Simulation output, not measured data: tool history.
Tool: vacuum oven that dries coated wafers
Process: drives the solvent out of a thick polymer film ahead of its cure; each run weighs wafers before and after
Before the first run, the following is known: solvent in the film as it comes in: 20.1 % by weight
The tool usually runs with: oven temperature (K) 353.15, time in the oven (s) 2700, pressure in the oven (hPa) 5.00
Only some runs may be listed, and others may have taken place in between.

run 1 hour=0.0 | oven_temperature_(K)=353.15 time_in_the_oven_(s)=2700 pressure_in_the_oven_(hPa)=5.00 | solvent_left_in_the_film_(%)=1.20
run 2 hour=6.6 | oven_temperature_(K)=353.15 time_in_the_oven_(s)=2700 pressure_in_the_oven_(hPa)=6.54 | solvent_left_in_the_film_(%)=1.26
run 3 hour=16.5 | oven_temperature_(K)=353.15 time_in_the_oven_(s)=2700 pressure_in_the_oven_(hPa)=6.54 | solvent_left_in_the_film_(%)=1.36
run 4 hour=24.0 | oven_temperature_(K)=353.15 time_in_the_oven_(s)=2700 pressure_in_the_oven_(hPa)=11.01 | solvent_left_in_the_film_(%)=1.56
run 5 hour=31.1 | oven_temperature_(K)=353.15 time_in_the_oven_(s)=2700 pressure_in_the_oven_(hPa)=11.01 | solvent_left_in_the_film_(%)=1.63
run 6 hour=37.5 | oven_temperature_(K)=353.15 time_in_the_oven_(s)=2700 pressure_in_the_oven_(hPa)=11.58 | solvent_left_in_the_film_(%)=1.71
run 7 hour=47.2 | oven_temperature_(K)=353.15 time_in_the_oven_(s)=2700 pressure_in_the_oven_(hPa)=5.00 | solvent_left_in_the_film_(%)=1.17
run 8 hour=57.5 | oven_temperature_(K)=353.15 time_in_the_oven_(s)=2700 pressure_in_the_oven_(hPa)=5.00 | solvent_left_in_the_film_(%)=1.17
run 9 hour=63.4 | oven_temperature_(K)=353.15 time_in_the_oven_(s)=2880 pressure_in_the_oven_(hPa)=5.00 | solvent_left_in_the_film_(%)=1.07
run 10 hour=70.1 | oven_temperature_(K)=353.15 time_in_the_oven_(s)=2880 pressure_in_the_oven_(hPa)=5.00 | solvent_left_in_the_film_(%)=1.07
run 11 hour=77.4 | oven_temperature_(K)=353.15 time_in_the_oven_(s)=2880 pressure_in_the_oven_(hPa)=5.00 | solvent_left_in_the_film_(%)=1.03
run 12 hour=83.9 | oven_temperature_(K)=353.15 time_in_the_oven_(s)=2880 pressure_in_the_oven_(hPa)=5.00 | solvent_left_in_the_film_(%)=1.08
run 13 hour=89.5 | oven_temperature_(K)=353.15 time_in_the_oven_(s)=2700 pressure_in_the_oven_(hPa)=5.00 | solvent_left_in_the_film_(%)=1.21
run 14 hour=96.1 | oven_temperature_(K)=353.15 time_in_the_oven_(s)=1740 pressure_in_the_oven_(hPa)=5.00 | solvent_left_in_the_film_(%)=2.81
run 15 hour=107.2 | oven_temperature_(K)=349.15 time_in_the_oven_(s)=2700 pressure_in_the_oven_(hPa)=5.00 | solvent_left_in_the_film_(%)=1.90
run 16 hour=115.1 | oven_temperature_(K)=349.15 time_in_the_oven_(s)=2700 pressure_in_the_oven_(hPa)=5.00 | solvent_left_in_the_film_(%)=1.89
run 17 hour=120.8 | oven_temperature_(K)=349.15 time_in_the_oven_(s)=2700 pressure_in_the_oven_(hPa)=5.00 | solvent_left_in_the_film_(%)=1.72
run 18 hour=132.1 | oven_temperature_(K)=349.15 time_in_the_oven_(s)=2700 pressure_in_the_oven_(hPa)=5.00 | solvent_left_in_the_film_(%)=1.90
run 19 hour=137.7 | oven_temperature_(K)=353.15 time_in_the_oven_(s)=2640 pressure_in_the_oven_(hPa)=5.00 | solvent_left_in_the_film_(%)=1.14
run 20 hour=149.8 | oven_temperature_(K)=365.15 time_in_the_oven_(s)=1620 pressure_in_the_oven_(hPa)=4.14 | solvent_left_in_the_film_(%)=1.11
run 21 hour=161.8 | oven_temperature_(K)=365.15 time_in_the_oven_(s)=1620 pressure_in_the_oven_(hPa)=9.74 | solvent_left_in_the_film_(%)=1.29
run 22 hour=173.9 | oven_temperature_(K)=353.15 time_in_the_oven_(s)=2220 pressure_in_the_oven_(hPa)=5.00 | solvent_left_in_the_film_(%)=1.96
run 23 hour=183.4 | oven_temperature_(K)=361.15 time_in_the_oven_(s)=2220 pressure_in_the_oven_(hPa)=5.00 | solvent_left_in_the_film_(%)=0.81
run 24 hour=191.7 | oven_temperature_(K)=361.15 time_in_the_oven_(s)=1800 pressure_in_the_oven_(hPa)=11.24 | solvent_left_in_the_film_(%)=1.60
run 25 hour=203.9 | oven_temperature_(K)=353.15 time_in_the_oven_(s)=2700 pressure_in_the_oven_(hPa)=5.69 | solvent_left_in_the_film_(%)=1.35
run 26 hour=215.1 | oven_temperature_(K)=344.15 time_in_the_oven_(s)=2700 pressure_in_the_oven_(hPa)=12.35 | solvent_left_in_the_film_(%)=3.45
run 27 hour=222.2 | oven_temperature_(K)=362.15 time_in_the_oven_(s)=3720 pressure_in_the_oven_(hPa)=12.35 | solvent_left_in_the_film_(%)=0.66
run 28 hour=234.6 | oven_temperature_(K)=348.15 time_in_the_oven_(s)=2700 pressure_in_the_oven_(hPa)=6.28 | solvent_left_in_the_film_(%)=2.18
run 29 hour=248.2 | oven_temperature_(K)=348.15 time_in_the_oven_(s)=2700 pressure_in_the_oven_(hPa)=6.28 | solvent_left_in_the_film_(%)=2.21
run 30 hour=258.4 | oven_temperature_(K)=348.15 time_in_the_oven_(s)=2700 pressure_in_the_oven_(hPa)=6.28 | solvent_left_in_the_film_(%)=2.04
run 31 hour=270.7 | oven_temperature_(K)=366.15 time_in_the_oven_(s)=1560 pressure_in_the_oven_(hPa)=2.64 | solvent_left_in_the_film_(%)=0.90
run 32 hour=282.5 | oven_temperature_(K)=353.15 time_in_the_oven_(s)=1440 pressure_in_the_oven_(hPa)=17.40 | solvent_left_in_the_film_(%)=4.53
run 33 hour=293.9 | oven_temperature_(K)=363.15 time_in_the_oven_(s)=1440 pressure_in_the_oven_(hPa)=4.60 | solvent_left_in_the_film_(%)=1.66
run 34 hour=303.2 | oven_temperature_(K)=353.15 time_in_the_oven_(s)=3300 pressure_in_the_oven_(hPa)=12.75 | solvent_left_in_the_film_(%)=1.37
run 35 hour=309.3 | oven_temperature_(K)=368.15 time_in_the_oven_(s)=2700 pressure_in_the_oven_(hPa)=8.48 | solvent_left_in_the_film_(%)=0.50

Consider 4 possible next runs. They are alternatives, not a sequence: every one starts from the tool as it was left by run 35. What does each give?
run A hour=320.1 | oven_temperature_(K)=368.15 time_in_the_oven_(s)=2700 pressure_in_the_oven_(hPa)=8.24 | solvent_left_in_the_film_(%)=?
run B hour=320.1 | oven_temperature_(K)=364.15 time_in_the_oven_(s)=2700 pressure_in_the_oven_(hPa)=8.48 | solvent_left_in_the_film_(%)=?
run C hour=320.1 | oven_temperature_(K)=353.15 time_in_the_oven_(s)=2640 pressure_in_the_oven_(hPa)=6.69 | solvent_left_in_the_film_(%)=?
run D hour=320.1 | oven_temperature_(K)=354.15 time_in_the_oven_(s)=2700 pressure_in_the_oven_(hPa)=5.00 | solvent_left_in_the_film_(%)=?

run=A solvent_left_in_the_film_(%)=0.42
run=B solvent_left_in_the_film_(%)=0.55
run=C solvent_left_in_the_film_(%)=1.44
run=D solvent_left_in_the_film_(%)=1.11
Without the tool's unlogged condition, the same runs would have read:
run=A solvent_left_in_the_film_(%)=0.33
run=B solvent_left_in_the_film_(%)=0.42
run=C solvent_left_in_the_film_(%)=1.13
run=D solvent_left_in_the_film_(%)=0.84
